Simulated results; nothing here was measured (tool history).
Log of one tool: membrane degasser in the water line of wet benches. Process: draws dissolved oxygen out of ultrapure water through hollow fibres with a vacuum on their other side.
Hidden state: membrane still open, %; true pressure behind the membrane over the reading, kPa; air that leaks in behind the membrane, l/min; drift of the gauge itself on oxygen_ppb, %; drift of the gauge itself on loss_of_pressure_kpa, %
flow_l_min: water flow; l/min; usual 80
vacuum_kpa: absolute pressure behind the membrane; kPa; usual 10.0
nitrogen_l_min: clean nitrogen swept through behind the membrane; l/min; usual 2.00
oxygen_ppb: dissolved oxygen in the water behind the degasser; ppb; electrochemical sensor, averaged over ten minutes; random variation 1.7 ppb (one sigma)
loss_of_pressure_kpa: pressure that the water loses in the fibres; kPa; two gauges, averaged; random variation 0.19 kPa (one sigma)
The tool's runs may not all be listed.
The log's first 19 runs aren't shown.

run	day	flow_l_min	vacuum_kpa	nitrogen_l_min	hours since the membrane was changed	hours since the vacuum gauge was calibrated	hours since the vacuum lines were made tight	oxygen_ppb	loss_of_pressure_kpa
20	122.229	96	9.8	5.23	4536	4536	12654	265.0	44.63
21	127.500	55	9.8	3.01	4663	4663	12781	259.5	26.03
22	136.250	80	8.0	1.98	4873	4873	12991	366.0	37.48
# day 140.588: gauge calibrated
# day 140.671: seals of the vacuum lines changed
23	141.329	88	16.4	1.39	4993	4993	16	1319.3	41.09
# day 146.433: vacuum gauge calibrated
24	146.867	88	16.4	1.39	5125	10	148	1318.6	41.32
25	154.758	88	13.9	2.04	5315	200	338	834.2	41.49
26	162.512	80	10.0	1.33	5501	386	524	698.4	37.52
27	168.025	121	9.5	4.50	5633	518	656	364.8	57.00
28	172.846	122	10.0	2.82	5749	634	772	558.6	57.38
29	180.375	122	10.0	2.82	5929	815	952	558.1	57.41
30	184.254	80	10.0	1.59	6022	908	1045	613.0	37.24
31	190.929	80	10.0	1.59	6183	1068	1206	610.8	37.87

5 ways to go on from here, each from the tool as it stands after run 31. What would each give?
A	195.554	80	16.3	1.38	6294	1179	1317	?	?
B	195.554	80	10.0	2.60	6294	1179	1317	?	?
C	195.554	115	10.3	2.00	6294	1179	1317	?	?
D	195.554	54	18.0	3.64	6294	1179	1317	?	?
E	195.554	71	10.0	1.08	6294	1179	1317	?	?

run	oxygen_ppb	loss_of_pressure_kpa
A	1226.8	37.67
B	415.7	37.47
C	704.5	54.00
D	472.7	25.58
E	732.3	33.24
Without the tool's hidden state the same runs would have given:
run	oxygen_ppb	loss_of_pressure_kpa
A	1238.7	37.63
B	419.7	37.44
C	711.2	53.96
D	477.3	25.56
E	739.4	33.21
